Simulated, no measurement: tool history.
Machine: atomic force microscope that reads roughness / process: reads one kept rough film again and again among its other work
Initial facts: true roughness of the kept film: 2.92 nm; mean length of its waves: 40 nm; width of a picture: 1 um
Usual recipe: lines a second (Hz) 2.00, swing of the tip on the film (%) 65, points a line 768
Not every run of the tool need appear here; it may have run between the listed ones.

run,hour,lines a second (Hz),swing of the tip on the film (%),points a line,roughness of the kept film (nm (root mean square))
1,0.0,2.00,65,768,2.454
2,68.2,2.00,65,768,2.330
# hour 74.7: new tip fitted
3,106.6,1.92,65,768,2.551
# hour 137.3: height scale calibrated on a step standard
4,160.3,1.92,65,768,2.456
5,243.8,1.92,65,768,2.328
# hour 253.3: new tip fitted
6,284.2,1.92,65,292,2.508
7,332.1,1.92,65,292,2.463
8,396.4,2.00,65,768,2.356
# hour 431.7: new tip fitted
9,438.3,2.00,65,768,2.546
10,495.6,2.00,65,768,2.455
11,571.1,2.00,65,768,2.351
# hour 612.6: new tip fitted
12,631.8,2.00,65,768,2.553
13,700.1,2.00,65,768,2.442
14,759.8,2.00,65,768,2.352
# hour 790.1: new tip fitted
15,834.0,3.43,65,768,2.356
16,914.3,3.43,65,768,2.261
17,954.0,2.00,65,768,2.348
# hour 968.2: new tip fitted
18,1037.5,2.00,65,768,2.467
19,1084.2,2.00,65,768,2.408
20,1125.5,2.00,65,768,2.333
# hour 1146.8: new tip fitted
21,1176.4,3.17,61,314,2.477
22,1233.5,2.66,66,927,2.365
23,1301.5,1.17,56,383,2.486
# hour 1323.4: new tip fitted
24,1343.7,1.61,62,268,2.600
25,1382.2,1.61,62,268,2.551
26,1432.8,1.61,62,268,2.481
27,1483.1,1.61,62,268,2.403
# hour 1503.6: new tip fitted
28,1562.2,0.52,65,956,2.655
29,1640.4,1.37,57,438,2.502
# hour 1680.6: new tip fitted
30,1680.6,0.52,60,260,2.763
31,1718.5,3.40,61,691,2.453
32,1785.0,3.40,61,691,2.359
33,1831.7,3.40,61,597,2.291
# hour 1859.2: new tip fitted
34,1903.1,0.56,61,382,2.686
35,1949.0,0.56,61,283,2.579
# hour 2034.8: new tip fitted
36,2034.8,0.56,61,283,2.754
# hour 2099.8: height scale calibrated on a step standard
37,2108.3,0.56,61,283,2.625
38,2170.6,0.56,61,283,2.506
# hour 2214.9: new tip fitted
39,2216.8,1.14,65,832,2.674

Predict each of these 5 candidate next runs independently; none follows another, all start after run 39:
A,2277.4,2.78,65,837,?
B,2277.4,2.00,65,352,?
C,2277.4,1.01,65,913,?
D,2277.4,1.24,65,909,?
E,2277.4,0.68,79,314,?

run,roughness of the kept film (nm (root mean square))
A,2.387
B,2.458
C,2.593
D,2.552
E,2.517
Stripped of hidden state, with their random variation kept, the same runs would have yielded:
run,roughness of the kept film (nm (root mean square))
A,2.487
B,2.561
C,2.701
D,2.660
E,2.622
